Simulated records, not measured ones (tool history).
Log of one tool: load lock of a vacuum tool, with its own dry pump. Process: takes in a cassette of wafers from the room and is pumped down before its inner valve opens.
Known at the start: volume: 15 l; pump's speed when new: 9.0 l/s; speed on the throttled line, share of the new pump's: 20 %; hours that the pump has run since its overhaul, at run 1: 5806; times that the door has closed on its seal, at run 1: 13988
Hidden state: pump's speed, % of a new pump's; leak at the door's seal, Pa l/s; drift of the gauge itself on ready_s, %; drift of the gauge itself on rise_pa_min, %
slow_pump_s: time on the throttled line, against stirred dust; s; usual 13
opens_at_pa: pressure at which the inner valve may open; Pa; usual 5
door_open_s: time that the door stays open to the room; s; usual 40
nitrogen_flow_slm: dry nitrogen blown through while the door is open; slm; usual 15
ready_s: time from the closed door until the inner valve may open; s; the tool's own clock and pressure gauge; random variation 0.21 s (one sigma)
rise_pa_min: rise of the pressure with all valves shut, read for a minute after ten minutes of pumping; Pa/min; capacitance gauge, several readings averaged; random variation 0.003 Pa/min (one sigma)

| run | hour | slow_pump_s | opens_at_pa | door_open_s | nitrogen_flow_slm | hours that the pump has run since its overhaul | times that the door has closed on its seal | incoming humidity of the room's air, % | ready_s | rise_pa_min |
|---|---|---|---|---|---|---|---|---|---|---|
| 1 | 0 | 13 | 5 | 40 | 15 | 5806 | 13988 | 43.2 | 26.8 | 0.034 |
| 2 | 91.7 | 13 | 5 | 40 | 15 | 5897 | 14433 | 44.7 | 26.9 | 0.041 |
| 3 | 137.9 | 13 | 5 | 40 | 15 | 5943 | 14657 | 46.2 | 26.7 | 0.038 |
| 4 | 214 | 13 | 5 | 40 | 15 | 6020 | 15026 | 45 | 26.9 | 0.035 |
| 5 | 290.4 | 13 | 9 | 40 | 15 | 6096 | 15396 | 43.3 | 25.8 | 0.035 |
| 6 | 346.6 | 13 | 6 | 40 | 15 | 6152 | 15669 | 43.6 | 26.8 | 0.039 |
| 7 | 403.2 | 13 | 6 | 40 | 15 | 6209 | 15943 | 45.4 | 26.4 | 0.037 |
| 8 | 500 | 12 | 5 | 40 | 15 | 6306 | 16413 | 45.7 | 26.4 | 0.039 |
| 9 | 602.5 | 13 | 8 | 40 | 15 | 6408 | 16909 | 46 | 25.9 | 0.041 |
| 10 | 676.6 | 13 | 6 | 40 | 15 | 6482 | 17269 | 46.5 | 26.5 | 0.043 |
| 11 | 759.3 | 13 | 6 | 40 | 15 | 6565 | 17670 | 41.7 | 26.4 | 0.036 |
| 12 | 851.7 | 13 | 6 | 40 | 15 | 6657 | 18118 | 46.2 | 26.5 | 0.039 |
| 13 | 940.8 | 13 | 6 | 40 | 15 | 6746 | 18550 | 41.5 | 26.7 | 0.035 |
| 14 | 1027.7 | 13 | 6 | 40 | 15 | 6833 | 18972 | 43.3 | 27 | 0.032 |
| 15 | 1112.9 | 13 | 5 | 40 | 11 | 6919 | 19385 | 48.6 | 26.4 | 0.046 |
| 16 | 1177.5 | 13 | 5 | 40 | 15 | 6983 | 19698 | 49.8 | 27.2 | 0.041 |
| 17 | 1247.4 | 13 | 5 | 40 | 15 | 7053 | 20037 | 48.2 | 27.2 | 0.041 |
| 18 | 1349.1 | 13 | 5 | 40 | 15 | 7155 | 20530 | 46.4 | 26.9 | 0.039 |
| 19 | 1452.6 | 13 | 5 | 40 | 15 | 7258 | 21032 | 43.6 | 27 | 0.036 |
| 20 | 1543.8 | 13 | 5 | 89 | 15 | 7349 | 21474 | 43.8 | 26.8 | 0.059 |
| 21 | 1601.3 | 13 | 5 | 89 | 15 | 7407 | 21753 | 47.6 | 27.4 | 0.063 |
| 22 | 1690.4 | 14 | 5 | 40 | 12 | 7496 | 22185 | 41.3 | 27.6 | 0.04 |
| 23 | 1789 | 14 | 5 | 40 | 12 | 7595 | 22663 | 43.7 | 27.7 | 0.039 |
| 24 | 1842.5 | 13 | 6 | 40 | 41 | 7648 | 22922 | 43 | 26.6 | 0.022 |
| 25 | 1927.8 | 15 | 5 | 40 | 4 | 7733 | 23336 | 44.7 | 28.2 | 0.058 |
| 26 | 1971.5 | 15 | 5 | 40 | 4 | 7777 | 23548 | 45.2 | 28.5 | 0.061 |
| 27 | 2047.6 | 15 | 9 | 51 | 42 | 7853 | 23917 | 46.7 | 27.6 | 0.023 |
| 28 | 2097 | 7 | 9 | 40 | 9 | 7903 | 24157 | 45 | 21 | 0.044 |
| 29 | 2157.9 | 13 | 4 | 99 | 15 | 7963 | 24452 | 48.2 | 27.4 | 0.067 |
| 30 | 2218.4 | 13 | 4 | 99 | 15 | 8024 | 24745 | 43.6 | 27.6 | 0.062 |
| 31 | 2285.1 | 13 | 4 | 99 | 32 | 8091 | 25069 | 44.4 | 27.5 | 0.043 |
| 32 | 2337 | 10 | 4 | 111 | 32 | 8143 | 25320 | 43.2 | 24.5 | 0.039 |
| 33 | 2427.6 | 10 | 4 | 111 | 32 | 8233 | 25759 | 43.9 | 24.9 | 0.042 |
| 34 | 2485.7 | 10 | 4 | 111 | 32 | 8291 | 26041 | 50 | 24.9 | 0.051 |
| 35 | 2568.7 | 7 | 5 | 40 | 15 | 8374 | 26444 | 46.1 | 22.1 | 0.038 |
| 36 | 2640.1 | 19 | 8 | 40 | 15 | 8446 | 26790 | 48 | 31.2 | 0.038 |
| 37 | 2733 | 13 | 7 | 40 | 5 | 8539 | 27241 | 45.2 | 26.6 | 0.057 |

Forecast each of these 4 alternatives for the next run:
| A | 2803.7 | 10 | 5 | 40 | 19 | 8609 | 27584 | 47 | ? | ? |
| B | 2803.7 | 13 | 10 | 40 | 15 | 8609 | 27584 | 42.2 | ? | ? |
| C | 2803.7 | 10 | 6 | 40 | 17 | 8609 | 27584 | 46.3 | ? | ? |
| D | 2803.7 | 8 | 8 | 40 | 15 | 8609 | 27584 | 45.4 | ? | ? |

| run | ready_s | rise_pa_min |
|---|---|---|
| A | 24.7 | 0.038 |
| B | 25.4 | 0.037 |
| C | 24.2 | 0.035 |
| D | 22.1 | 0.045 |
Without the tool's hidden state the same runs would have given:
| run | ready_s | rise_pa_min |
|---|---|---|
| A | 24.7 | 0.038 |
| B | 25.4 | 0.036 |
| C | 24.2 | 0.035 |
| D | 22.1 | 0.045 |
